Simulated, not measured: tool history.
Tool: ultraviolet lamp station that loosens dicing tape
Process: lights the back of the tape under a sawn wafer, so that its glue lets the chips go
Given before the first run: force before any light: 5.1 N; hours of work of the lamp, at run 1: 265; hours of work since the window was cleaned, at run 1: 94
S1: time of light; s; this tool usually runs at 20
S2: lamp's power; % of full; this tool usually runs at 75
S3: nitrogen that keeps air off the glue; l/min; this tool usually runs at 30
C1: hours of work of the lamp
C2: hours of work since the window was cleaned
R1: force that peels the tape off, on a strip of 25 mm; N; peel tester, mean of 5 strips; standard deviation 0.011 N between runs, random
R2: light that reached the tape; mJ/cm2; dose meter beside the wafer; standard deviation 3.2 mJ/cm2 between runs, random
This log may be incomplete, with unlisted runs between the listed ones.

Run 1, hour 0: usual settings; C1 265; C2 94. Result: R1 0.476 N, R2 489 mJ/cm2.
Run 2, hour 41.3: usual settings; C1 289; C2 118. Result: R1 0.51 N, R2 487 mJ/cm2.
Run 3, hour 67.3: usual settings; C1 305; C2 133. Result: R1 0.49 N, R2 493 mJ/cm2.
Run 4, hour 101.3: usual settings; C1 325; C2 153. Result: R1 0.489 N, R2 493 mJ/cm2.
Run 5, hour 136.2: usual settings; C1 345; C2 174. Result: R1 0.486 N, R2 495 mJ/cm2.
Run 6, hour 193: usual settings but S3 17 l/min; C1 379; C2 207. Result: R1 0.753 N, R2 491 mJ/cm2.
Run 7, hour 228.6: usual settings but S3 17 l/min; C1 400; C2 228. Result: R1 0.766 N, R2 489 mJ/cm2.
Run 8, hour 256.7: usual settings but S1 14 s; C1 416; C2 245. Result: R1 0.919 N, R2 341 mJ/cm2.
Run 9, hour 282.1: usual settings but S1 14 s; C1 431; C2 260. Result: R1 0.915 N, R2 345 mJ/cm2.
Run 10, hour 318.2: usual settings but S1 11 s; C1 453; C2 281. Result: R1 1.286 N, R2 271 mJ/cm2.
Run 11, hour 371: usual settings but S1 11 s; C1 484; C2 312. Result: R1 1.289 N, R2 270 mJ/cm2.
Run 12, hour 412.5: usual settings; C1 508; C2 337. Result: R1 0.487 N, R2 489 mJ/cm2.
Run 13, hour 439.1: usual settings; C1 524; C2 353. Result: R1 0.48 N, R2 494 mJ/cm2.
Run 14, hour 471.9: usual settings but S2 77 % of full; C1 543; C2 372. Result: R1 0.471 N, R2 508 mJ/cm2.
Run 15, hour 515.3: usual settings but S1 26 s; C1 569; C2 397. Result: R1 0.291 N, R2 643 mJ/cm2.
Run 16, hour 570.6: usual settings but S1 26 s; C1 601; C2 430. Result: R1 0.304 N, R2 641 mJ/cm2.
Run 17, hour 615.8: usual settings but S1 26 s; C1 628; C2 457. Result: R1 0.301 N, R2 642 mJ/cm2.
Run 18, hour 640: usual settings but S2 73 % of full; C1 642; C2 471. Result: R1 0.503 N, R2 479 mJ/cm2.
Run 19, hour 695.9: usual settings but S2 96 % of full, S3 17 l/min; C1 675; C2 504. Result: R1 0.49 N, R2 628 mJ/cm2.
Run 20, hour 727.5: usual settings but S1 21 s, S2 88 % of full; C1 694; C2 522. Result: R1 0.328 N, R2 603 mJ/cm2.
Run 21, hour 763.4: usual settings but S1 21 s, S2 88 % of full; C1 715; C2 544. Result: R1 0.311 N, R2 603 mJ/cm2.
Run 22, hour 813.5: usual settings but S1 21 s, S2 74 % of full, S3 42 l/min; C1 744; C2 573. Result: R1 0.352 N, R2 509 mJ/cm2.
Run 23, hour 838.9: usual settings but S1 10 s, S2 97 % of full, S3 21 l/min; C1 759; C2 588. Result: R1 1.272 N, R2 320 mJ/cm2.
At hour 863.5: window cleaned of glue's vapour.
Run 24, hour 869.4: usual settings but S2 94 % of full, S3 27 l/min; C1 777; C2 4. Result: R1 0.349 N, R2 616 mJ/cm2.
Run 25, hour 915: usual settings but S1 13 s, S2 84 % of full, S3 56 l/min; C1 804; C2 30. Result: R1 0.615 N, R2 360 mJ/cm2.
Run 26, hour 968.4: usual settings but S1 11 s, S2 73 % of full, S3 52 l/min; C1 835; C2 62. Result: R1 1.017 N, R2 260 mJ/cm2.
Run 27, hour 1006.1: usual settings but S1 11 s, S2 60 % of full, S3 22 l/min; C1 858; C2 84. Result: R1 1.92 N, R2 215 mJ/cm2.
Run 28, hour 1034.7: usual settings but S1 15 s, S2 66 % of full, S3 18 l/min; C1 874; C2 101. Result: R1 1.346 N, R2 320 mJ/cm2.
Run 29, hour 1073.9: usual settings but S1 15 s, S2 66 % of full, S3 9 l/min; C1 898; C2 124. Result: R1 1.988 N, R2 325 mJ/cm2.
Run 30, hour 1101: usual settings but S1 21 s, S2 92 % of full; C1 914; C2 140. Result: R1 0.307 N, R2 630 mJ/cm2.
Run 31, hour 1158.7: usual settings but S1 23 s, S3 56 l/min; C1 948; C2 174. Result: R1 0.241 N, R2 563 mJ/cm2.
Run 32, hour 1189.9: usual settings but S1 23 s, S3 56 l/min; C1 966; C2 192. Result: R1 0.239 N, R2 565 mJ/cm2.
Run 33, hour 1221.9: usual settings but S1 23 s, S2 61 % of full, S3 56 l/min; C1 985; C2 211. Result: R1 0.366 N, R2 461 mJ/cm2.
Run 34, hour 1252.1: usual settings but S2 71 % of full; C1 1003; C2 229. Result: R1 0.522 N, R2 466 mJ/cm2.
Run 35, hour 1292: usual settings but S2 98 % of full, S3 17 l/min; C1 1026; C2 252. Result: R1 0.461 N, R2 636 mJ/cm2.

3 options for the next run, each taken on its own from the tool as it stands now. Forecast them:
Run A, hour 1343.8: usual settings but S1 11 s, S2 63 % of full, S3 50 l/min; C1 1057; C2 283. Result: R1 ?, R2 ?.
Run B, hour 1343.8: usual settings but S2 64 % of full; C1 1057; C2 283. Result: R1 ?, R2 ?.
Run C, hour 1343.8: usual settings but S2 72 % of full, S3 19 l/min; C1 1057; C2 283. Result: R1 ?, R2 ?.

run     R1   R2
  A  1.327  226
  B  0.662  424
  C  0.735  472
With no hidden state in the tool, these same runs would have given:
run     R1   R2
  A   1.32  227
  B  0.657  426
  C   0.73  474
